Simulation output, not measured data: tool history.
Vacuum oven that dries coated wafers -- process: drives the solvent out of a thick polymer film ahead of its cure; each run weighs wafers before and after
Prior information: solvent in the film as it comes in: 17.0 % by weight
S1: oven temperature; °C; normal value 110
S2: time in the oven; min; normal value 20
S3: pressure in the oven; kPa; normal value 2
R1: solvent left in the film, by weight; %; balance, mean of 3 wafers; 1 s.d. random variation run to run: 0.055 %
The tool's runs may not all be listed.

Run 1, hour 0: usual settings. Result: R1 2.57 %.
Run 2, hour 20.7: usual settings but S3 4.47 kPa. Result: R1 3.36 %.
Run 3, hour 41.8: usual settings but S3 4.56 kPa. Result: R1 3.3 %.
Run 4, hour 55.1: usual settings but S3 4.56 kPa. Result: R1 3.28 %.
Run 5, hour 72.2: usual settings but S1 99 °C. Result: R1 5.85 %.
Run 6, hour 91.7: usual settings but S1 99 °C. Result: R1 5.86 %.
Run 7, hour 102.3: usual settings. Result: R1 2.63 %.
Run 8, hour 122.4: usual settings. Result: R1 2.69 %.
Run 9, hour 134.7: usual settings. Result: R1 2.67 %.
Run 10, hour 143.6: usual settings but S3 2.2 kPa. Result: R1 2.73 %.
Run 11, hour 153: usual settings but S3 2.2 kPa. Result: R1 2.66 %.
At hour 165.4: oven's thermocouples calibrated.
Run 12, hour 171.3: usual settings but S3 2.2 kPa. Result: R1 2.24 %.
Run 13, hour 192.4: usual settings. Result: R1 2.2 %.
Run 14, hour 212.5: usual settings. Result: R1 2.21 %.
Run 15, hour 232: usual settings but S2 15 min. Result: R1 3.24 %.
Run 16, hour 247: usual settings but S2 16 min. Result: R1 3.09 %.
Run 17, hour 256.6: usual settings. Result: R1 2.24 %.
Run 18, hour 271.7: usual settings. Result: R1 2.28 %.
Run 19, hour 293.4: usual settings. Result: R1 2.16 %.
Run 20, hour 306.3: usual settings. Result: R1 2.29 %.
Run 21, hour 316: usual settings. Result: R1 2.27 %.
Run 22, hour 325.5: usual settings. Result: R1 2.22 %.
Run 23, hour 339.5: usual settings. Result: R1 2.39 %.
Run 24, hour 358.8: usual settings. Result: R1 2.24 %.
Run 25, hour 371.1: usual settings but S1 119 °C, S2 16 min, S3 6.87 kPa. Result: R1 2.28 %.
Run 26, hour 384.7: usual settings but S1 119 °C, S2 16 min, S3 6.87 kPa. Result: R1 2.28 %.
Run 27, hour 397.8: usual settings but S1 119 °C, S2 16 min, S3 6.87 kPa. Result: R1 2.3 %.
Run 28, hour 412.8: usual settings but S1 115 °C, S2 31 min, S3 1.31 kPa. Result: R1 0.5 %.
Run 29, hour 423.7: usual settings but S1 123 °C, S2 28 min, S3 1.5 kPa. Result: R1 0.34 %.
Run 30, hour 440.9: usual settings but S1 123 °C, S2 28 min, S3 1.5 kPa. Result: R1 0.38 %.
Run 31, hour 450.2: usual settings but S2 26 min, S3 1.92 kPa. Result: R1 1.6 %.
Run 32, hour 465.1: usual settings but S1 113 °C, S2 24 min. Result: R1 1.25 %.
Run 33, hour 483.2: usual settings but S1 95 °C, S3 1.33 kPa. Result: R1 6.53 %.
Run 34, hour 498.9: usual settings but S1 95 °C, S3 1.33 kPa. Result: R1 6.46 %.
Run 35, hour 509.7: usual settings but S1 114 °C, S2 15 min, S3 3.55 kPa. Result: R1 2.78 %.
Run 36, hour 520.4: usual settings but S1 104 °C, S2 33 min, S3 3.55 kPa. Result: R1 2.44 %.
Run 37, hour 539.1: usual settings but S1 104 °C, S2 33 min, S3 5.09 kPa. Result: R1 3.01 %.
Run 38, hour 556.4: usual settings but S1 104 °C, S2 27 min, S3 5.09 kPa. Result: R1 3.7 %.
Run 39, hour 573: usual settings but S1 104 °C, S2 27 min, S3 5.09 kPa. Result: R1 3.71 %.
Run 40, hour 591.7: usual settings but S1 113 °C, S2 22 min. Result: R1 1.48 %.
Run 41, hour 602.7: usual settings but S2 23 min. Result: R1 1.88 %.
Run 42, hour 613.4: usual settings but S1 112 °C, S3 2.23 kPa. Result: R1 1.98 %.
Run 43, hour 633: usual settings but S1 109 °C, S2 22 min, S3 5.47 kPa. Result: R1 3.21 %.
Run 44, hour 653.3: usual settings but S1 104 °C, S3 6.04 kPa. Result: R1 5.23 %.
Run 45, hour 672.6: usual settings but S1 111 °C, S2 23 min. Result: R1 1.76 %.
Run 46, hour 682.5: usual settings but S1 113 °C, S2 23 min. Result: R1 1.42 %.

What if the next run were any one of these 3? Each begins from the tool's condition after run 46:
Run A, hour 700.8: usual settings but S2 16 min, S3 2.59 kPa. Result: R1 ?.
Run B, hour 700.8: usual settings but S1 100 °C, S2 16 min, S3 3.75 kPa. Result: R1 ?.
Run C, hour 700.8: usual settings but S1 98 °C, S2 23 min. Result: R1 ?.

run    R1
  A  3.36
  B  6.82
  C  5.16
The same runs, with their run-to-run variation unchanged, on a tool lacking any hidden condition would have given:
run    R1
  A  3.13
  B  6.54
  C  4.86

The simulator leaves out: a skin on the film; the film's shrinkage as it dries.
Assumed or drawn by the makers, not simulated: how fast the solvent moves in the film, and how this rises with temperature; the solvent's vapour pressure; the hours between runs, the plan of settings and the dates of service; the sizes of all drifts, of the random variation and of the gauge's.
